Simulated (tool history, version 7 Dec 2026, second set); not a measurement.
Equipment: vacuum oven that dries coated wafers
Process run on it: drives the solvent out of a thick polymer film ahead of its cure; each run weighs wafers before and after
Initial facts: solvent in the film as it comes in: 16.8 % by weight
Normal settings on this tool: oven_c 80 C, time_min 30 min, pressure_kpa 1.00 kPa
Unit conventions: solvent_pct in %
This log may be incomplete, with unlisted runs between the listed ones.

run    hour  oven_c  time_min  pressure_kpa  solvent_pct
  1     0.0      80        30          1.00         1.70
  2    47.9      80        30          1.00         1.68
  3   122.6      89        30          1.00         0.77
  4   213.9      80        30          1.58         1.95
  5   315.6      80        30          1.58         1.94
  6   399.6      80        47          1.00         0.96
  7   449.4      80        47          1.00         0.96
      480.7  -- oven's thermocouples calibrated
  8   547.6      80        47          1.00         1.00
  9   618.3      67        30          2.54         5.53
 10   687.6      86        30          1.16         1.15
 11   731.1      93        30          0.63         0.51
 12   820.2      93        30          0.63         0.55
 13   879.3      88        25          1.35         1.36
 14   983.0      74        32          0.64         2.40
 15  1033.3      86        47          3.79         1.87

Below are 5 alternative next runs, each starting from the tool's condition after run 15. Predict each:
  A  1105.3      85        32          0.56            ?
  B  1105.3      80        15          1.73            ?
  C  1105.3      70        30          1.30            ?
  D  1105.3      80        30          2.98            ?
  E  1105.3      88        20          3.02            ?

run  solvent_pct
  A         0.94
  B         4.69
  C         3.87
  D         2.78
  E         2.45
Stripped of hidden state, with their random variation kept, the same runs would have yielded:
run  solvent_pct
  A         0.73
  B         4.55
  C         3.59
  D         2.56
  E         2.32
